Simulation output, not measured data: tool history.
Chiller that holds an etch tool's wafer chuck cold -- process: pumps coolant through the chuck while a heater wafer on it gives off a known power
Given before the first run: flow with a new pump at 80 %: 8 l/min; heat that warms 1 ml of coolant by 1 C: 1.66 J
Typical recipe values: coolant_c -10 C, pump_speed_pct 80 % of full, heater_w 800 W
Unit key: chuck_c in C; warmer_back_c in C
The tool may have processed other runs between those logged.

Run 1, hour 0.0: usual settings. Result: chuck_c -0.7 C, warmer_back_c 3.61 C.
Run 2, hour 18.0: usual settings but pump_speed_pct 79 % of full. Result: chuck_c -0.4 C, warmer_back_c 3.69 C.
Run 3, hour 31.5: usual settings but heater_w 855 W. Result: chuck_c 0.0 C, warmer_back_c 3.84 C.
Run 4, hour 53.4: usual settings but heater_w 855 W. Result: chuck_c 0.1 C, warmer_back_c 3.87 C.
Run 5, hour 76.4: usual settings but heater_w 855 W. Result: chuck_c -0.1 C, warmer_back_c 3.84 C.
Run 6, hour 90.1: usual settings but heater_w 855 W. Result: chuck_c -0.1 C, warmer_back_c 3.88 C.
Run 7, hour 108.0: usual settings but heater_w 855 W. Result: chuck_c 0.1 C, warmer_back_c 3.87 C.
Run 8, hour 132.0: usual settings but coolant_c -18 C, heater_w 1043 W. Result: chuck_c -5.7 C, warmer_back_c 4.80 C.
Run 9, hour 152.6: usual settings but coolant_c -18 C, heater_w 1043 W. Result: chuck_c -5.7 C, warmer_back_c 4.79 C.
Run 10, hour 165.9: usual settings but coolant_c -18 C, heater_w 1043 W. Result: chuck_c -5.8 C, warmer_back_c 4.82 C.
Run 11, hour 196.7: usual settings but coolant_c -18 C, heater_w 1043 W. Result: chuck_c -5.7 C, warmer_back_c 4.78 C.
Run 12, hour 219.0: usual settings but coolant_c -18 C, heater_w 1043 W. Result: chuck_c -5.9 C, warmer_back_c 4.79 C.
Run 13, hour 236.1: usual settings but coolant_c -12 C, pump_speed_pct 85 % of full, heater_w 1043 W. Result: chuck_c -0.3 C, warmer_back_c 4.58 C.
Run 14, hour 264.2: usual settings but heater_w 953 W. Result: chuck_c 1.2 C, warmer_back_c 4.40 C.

Selected run-to-run steps in warmer_back_c, each split into two signed amounts: the part the tool would show with no hidden state at all (from settings, incoming material and random variation), and the remainder, which goes to the hidden state together with any gauge scatter not common to the measured and the hidden-state-free results:
Hidden state present: heat passed by the chuck's channels, % of clean ones'; flow at a given pump speed, % of a new pump's; coolant's true temperature over the reading, C; drift of the gauge itself on chuck_c, C; drift of the gauge itself on warmer_back_c, C.
Run 7 -> 8: coolant_c -10 -> -18, heater_w 855 -> 1043. warmer_back_c +0.93 C: hidden state +0.02, all else +0.91.
